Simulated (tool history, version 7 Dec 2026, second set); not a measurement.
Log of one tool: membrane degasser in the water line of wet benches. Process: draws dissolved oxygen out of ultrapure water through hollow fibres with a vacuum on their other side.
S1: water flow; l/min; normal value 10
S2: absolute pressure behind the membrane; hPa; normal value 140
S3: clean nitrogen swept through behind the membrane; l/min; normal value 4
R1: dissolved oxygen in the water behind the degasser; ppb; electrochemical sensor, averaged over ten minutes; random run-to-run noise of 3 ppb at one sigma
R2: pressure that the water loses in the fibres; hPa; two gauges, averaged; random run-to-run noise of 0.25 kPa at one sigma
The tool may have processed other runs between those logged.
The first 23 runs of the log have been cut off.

Run 24, hour 773.7: usual settings but S1 7 l/min, S2 141 hPa, S3 8.44 l/min. Result: R1 110.1 ppb, R2 468.7 hPa.
Run 25, hour 816.2: usual settings but S1 7 l/min, S2 141 hPa, S3 3.46 l/min. Result: R1 142.8 ppb, R2 466.3 hPa.
Run 26, hour 852.8: usual settings but S1 15 l/min, S2 205 hPa, S3 3.81 l/min. Result: R1 766.8 ppb, R2 994.2 hPa.
Run 27, hour 898.5: usual settings but S2 186 hPa, S3 4.99 l/min. Result: R1 324 ppb, R2 669.2 hPa.
Run 28, hour 918.4: usual settings but S3 6.9 l/min. Result: R1 292.2 ppb, R2 662.6 hPa.
Run 29, hour 941.9: usual settings but S1 7 l/min. Result: R1 134.9 ppb, R2 465.3 hPa.
Run 30, hour 988.3: usual settings but S1 15 l/min, S2 130 hPa. Result: R1 693.6 ppb, R2 1001.3 hPa.
Run 31, hour 1018.1: usual settings but S1 8 l/min, S2 294 hPa, S3 1.89 l/min. Result: R1 403.2 ppb, R2 536.7 hPa.

For run 32, what comes out?
Run 32, hour 1046.8: usual settings but S2 92 hPa, S3 11.43 l/min. Result: R1 ?, R2 ?.

Run 32 gave R1 257.1 ppb, R2 669.7 hPa.
Minus the tool's unlogged condition, the same run would have read R1 237.2 ppb, R2 654.1 hPa.
